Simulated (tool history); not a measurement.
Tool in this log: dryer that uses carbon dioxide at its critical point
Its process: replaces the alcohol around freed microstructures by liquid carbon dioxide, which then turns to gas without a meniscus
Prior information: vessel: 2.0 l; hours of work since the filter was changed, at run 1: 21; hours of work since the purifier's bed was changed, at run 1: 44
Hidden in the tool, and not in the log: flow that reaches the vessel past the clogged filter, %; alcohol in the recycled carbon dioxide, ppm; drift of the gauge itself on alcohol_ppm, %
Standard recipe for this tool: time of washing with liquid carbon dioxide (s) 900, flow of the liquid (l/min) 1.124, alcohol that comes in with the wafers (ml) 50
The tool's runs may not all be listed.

run,day,time of washing with liquid carbon dioxide (s),flow of the liquid (l/min),alcohol that comes in with the wafers (ml),hours of work since the filter was changed,hours of work since the purifier's bed was changed,alcohol left in the vessel before it's heated (ppm by volume)
1,0,900,1.124,50,21,44,35
2,0.179,900,1.124,50,22,46,36
3,0.492,900,1.124,50,25,49,30
4,0.838,900,1.124,50,29,52,44
5,1.188,900,1.124,50,32,55,47
6,1.396,900,1.124,62,34,57,45
7,1.762,900,0.91,50,37,61,106
8,2.033,900,0.91,118,40,63,272
9,2.338,900,0.91,118,43,66,260
10,2.579,900,1.124,50,45,68,50
11,2.912,900,1.124,47,48,72,40
12,3.183,900,1.124,47,51,74,41
13,3.396,900,1.124,47,53,76,45
14,3.683,900,1.124,50,55,79,56
15,3.879,900,1.14,50,57,81,45
16,4.233,900,1.14,50,60,84,58
17,4.483,900,1.14,50,63,86,56
18,4.654,600,1.52,106,64,88,163
19,5.008,660,1.124,50,68,91,212
20,5.204,660,0.77,118,69,93,2021
21,5.583,660,0.77,118,73,97,1995
22,5.975,660,1.12,45,77,100,200
23,6.179,660,1.12,45,79,102,191
24,6.417,660,1.12,45,81,104,212
25,6.675,660,1.12,45,83,107,204
26,6.846,900,1.82,50,85,108,20
27,7.112,900,1.82,50,87,111,31
28,7.346,900,1.82,50,90,113,31
29,7.654,900,0.69,50,92,116,427

Pick out some run-to-run changes in alcohol left in the vessel before it's heated (ppm by volume). Of each, how much would a tool without hidden state show as well, from the settings, what came in and chance, and how much is left for the hidden state and any gauge scatter not in both results compared?
Run 19 -> 20: flow of the liquid (l/min) 1.124 -> 0.77, alcohol that comes in with the wafers (ml) 50 -> 118. alcohol left in the vessel before it's heated (ppm by volume) +1809: hidden state +161, all else +1648.
Run 21 -> 22: flow of the liquid (l/min) 0.77 -> 1.12, alcohol that comes in with the wafers (ml) 118 -> 45. alcohol left in the vessel before it's heated (ppm by volume) -1795: hidden state -163, all else -1632.

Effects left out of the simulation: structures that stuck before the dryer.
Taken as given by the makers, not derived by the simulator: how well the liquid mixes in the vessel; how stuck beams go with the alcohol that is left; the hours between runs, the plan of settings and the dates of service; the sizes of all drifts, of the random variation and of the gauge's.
